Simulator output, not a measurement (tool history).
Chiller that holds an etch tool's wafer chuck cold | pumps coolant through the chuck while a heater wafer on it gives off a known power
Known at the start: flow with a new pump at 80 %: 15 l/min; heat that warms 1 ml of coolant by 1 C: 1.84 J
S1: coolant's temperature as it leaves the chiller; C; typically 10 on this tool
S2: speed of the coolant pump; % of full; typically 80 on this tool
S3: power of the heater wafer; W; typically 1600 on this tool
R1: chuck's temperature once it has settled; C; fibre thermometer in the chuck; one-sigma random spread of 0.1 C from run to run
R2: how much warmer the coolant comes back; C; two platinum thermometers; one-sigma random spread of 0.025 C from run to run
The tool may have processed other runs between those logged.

| run | hour | S1 | S2 | S3 | R1 | R2 |
|---|---|---|---|---|---|---|
| 1 | 0 | 10 | 80 | 1600 | 21.4 | 3.61 |
| 2 | 66.9 | 10 | 80 | 1600 | 21.4 | 3.56 |
| 3 | 101.2 | 10 | 80 | 1670 | 21.9 | 3.72 |
|  | 138.9 | chiller's thermometer calibrated |
| 4 | 183.3 | 10 | 80 | 1600 | 21 | 3.54 |
| 5 | 242.8 | 10 | 80 | 1600 | 21.1 | 3.57 |
| 6 | 289.4 | 10 | 80 | 1600 | 21 | 3.63 |
| 7 | 352.7 | 10 | 80 | 1600 | 21.1 | 3.59 |
| 8 | 408.4 | 10 | 80 | 1600 | 21 | 3.67 |
| 9 | 452.9 | 10 | 80 | 1600 | 21.1 | 3.62 |
| 10 | 489.9 | 10 | 80 | 1600 | 21.3 | 3.63 |
| 11 | 569.8 | 10 | 80 | 1600 | 21.2 | 3.62 |
| 12 | 616.1 | 10 | 80 | 1600 | 21.2 | 3.6 |
| 13 | 687.4 | 10 | 80 | 1600 | 21.3 | 3.61 |
| 14 | 749.1 | 10 | 80 | 1600 | 21.3 | 3.67 |
| 15 | 816.9 | 10 | 79 | 1600 | 21.4 | 3.66 |
| 16 | 865.8 | 10 | 80 | 1600 | 21.4 | 3.64 |
| 17 | 928.1 | 2 | 93 | 994 | 8.4 | 1.91 |
| 18 | 1004.9 | 2 | 93 | 994 | 8.5 | 1.89 |
| 19 | 1053.1 | 2 | 75 | 994 | 9.4 | 2.42 |
| 20 | 1129.8 | 2 | 75 | 994 | 9.5 | 2.41 |
| 21 | 1210.4 | 10 | 77 | 1600 | 21.8 | 3.83 |
| 22 | 1267.5 | 10 | 77 | 1600 | 22 | 3.8 |
| 23 | 1345.4 | 10 | 76 | 1927 | 24.4 | 4.64 |
| 24 | 1427.6 | 10 | 97 | 2166 | 23.8 | 3.96 |
| 25 | 1486.3 | 4 | 63 | 2044 | 21.5 | 6.05 |
| 26 | 1534.4 | 3 | 86 | 2044 | 17 | 4.33 |
| 27 | 1603.8 | 11 | 62 | 1283 | 22.3 | 3.86 |
| 28 | 1684.1 | 11 | 84 | 1283 | 20.3 | 2.79 |
| 29 | 1756.4 | 11 | 84 | 1283 | 20.4 | 2.78 |
| 30 | 1829.5 | 1 | 80 | 894 | 7.8 | 2.05 |
| 31 | 1909.9 | 19 | 64 | 1600 | 32.9 | 4.72 |
| 32 | 1956.2 | 19 | 64 | 1600 | 33 | 4.71 |

What if the next run were any one of these 4? Each begins from the tool's condition after run 32:
| A | 2013.4 | 20 | 85 | 820 | ? | ? |
| B | 2013.4 | 18 | 79 | 1486 | ? | ? |
| C | 2013.4 | 2 | 64 | 1374 | ? | ? |
| D | 2013.4 | 19 | 90 | 1430 | ? | ? |

| run | R1 | R2 |
|---|---|---|
| A | 26.1 | 1.73 |
| B | 29.3 | 3.46 |
| C | 14.1 | 3.98 |
| D | 29 | 2.89 |
With no hidden state in the tool, these same runs would have given:
| run | R1 | R2 |
|---|---|---|
| A | 25.1 | 1.64 |
| B | 27.7 | 3.28 |
| C | 12.4 | 3.77 |
| D | 27.5 | 2.73 |

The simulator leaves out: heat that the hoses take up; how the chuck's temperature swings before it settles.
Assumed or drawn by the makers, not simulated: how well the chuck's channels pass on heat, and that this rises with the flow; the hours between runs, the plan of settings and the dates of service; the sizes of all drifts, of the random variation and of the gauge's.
